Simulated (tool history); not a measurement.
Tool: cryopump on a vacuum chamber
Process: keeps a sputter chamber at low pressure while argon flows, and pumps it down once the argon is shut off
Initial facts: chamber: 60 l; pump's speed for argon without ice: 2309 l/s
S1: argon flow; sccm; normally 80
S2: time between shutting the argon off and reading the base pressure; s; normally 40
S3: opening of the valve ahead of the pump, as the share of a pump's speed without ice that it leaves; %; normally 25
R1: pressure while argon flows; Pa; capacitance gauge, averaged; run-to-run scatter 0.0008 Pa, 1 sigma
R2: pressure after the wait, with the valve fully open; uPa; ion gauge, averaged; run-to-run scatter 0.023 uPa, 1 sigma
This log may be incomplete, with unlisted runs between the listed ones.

Run 1, day 0.000: usual settings. Result: R1 0.2421 Pa, R2 1.75 uPa.
Run 2, day 1.812: usual settings but S1 117 sccm. Result: R1 0.3546 Pa, R2 1.78 uPa.
Run 3, day 3.833: usual settings but S1 117 sccm. Result: R1 0.3441 Pa, R2 1.67 uPa.
Run 4, day 6.292: usual settings but S1 117 sccm. Result: R1 0.3432 Pa, R2 1.70 uPa.
Run 5, day 8.550: usual settings but S1 117 sccm. Result: R1 0.3457 Pa, R2 1.83 uPa.
Run 6, day 10.412: usual settings but S1 148 sccm. Result: R1 0.4348 Pa, R2 1.87 uPa.
Run 7, day 13.438: usual settings but S1 148 sccm. Result: R1 0.4370 Pa, R2 1.78 uPa.
Run 8, day 14.821: usual settings. Result: R1 0.2362 Pa, R2 1.87 uPa.
Run 9, day 17.371: usual settings. Result: R1 0.2373 Pa, R2 1.89 uPa.
Run 10, day 19.442: usual settings but S1 67 sccm, S2 71 s, S3 58 %. Result: R1 0.0871 Pa, R2 1.64 uPa.
Run 11, day 21.746: usual settings but S1 44 sccm, S2 71 s, S3 47 %. Result: R1 0.0707 Pa, R2 1.74 uPa.
Run 12, day 24.608: usual settings but S1 44 sccm, S2 210 s, S3 47 %. Result: R1 0.0704 Pa, R2 1.57 uPa.
Run 13, day 27.571: usual settings but S1 66 sccm, S2 191 s, S3 23 %. Result: R1 0.2144 Pa, R2 1.61 uPa.
Run 14, day 29.104: usual settings but S1 35 sccm, S2 33 s, S3 39 %. Result: R1 0.0676 Pa, R2 2.31 uPa.
Run 15, day 31.312: usual settings but S1 130 sccm, S2 45 s, S3 38 %. Result: R1 0.2587 Pa, R2 2.15 uPa.
Run 16, day 33.492: usual settings but S1 89 sccm, S2 152 s, S3 19 %. Result: R1 0.3501 Pa, R2 1.80 uPa.
Run 17, day 36.562: usual settings but S1 89 sccm, S2 73 s, S3 19 %. Result: R1 0.3488 Pa, R2 2.02 uPa.

Taken out of this log: 1 entry between the listed runs. Where each belongs, and how the hidden state differs across it:
Run 2 -> run 3: pump warmed up, emptied and cooled again (day 2.546)
  pump's speed, % of a pump's without ice: 87.3 -> 99.7; leak into the chamber, uPa l/s: 2263 -> 2328
  measured less the result without the state, R1: +0.0128 -> +0.0007 Pa; R2: +0.99 -> +0.89 uPa

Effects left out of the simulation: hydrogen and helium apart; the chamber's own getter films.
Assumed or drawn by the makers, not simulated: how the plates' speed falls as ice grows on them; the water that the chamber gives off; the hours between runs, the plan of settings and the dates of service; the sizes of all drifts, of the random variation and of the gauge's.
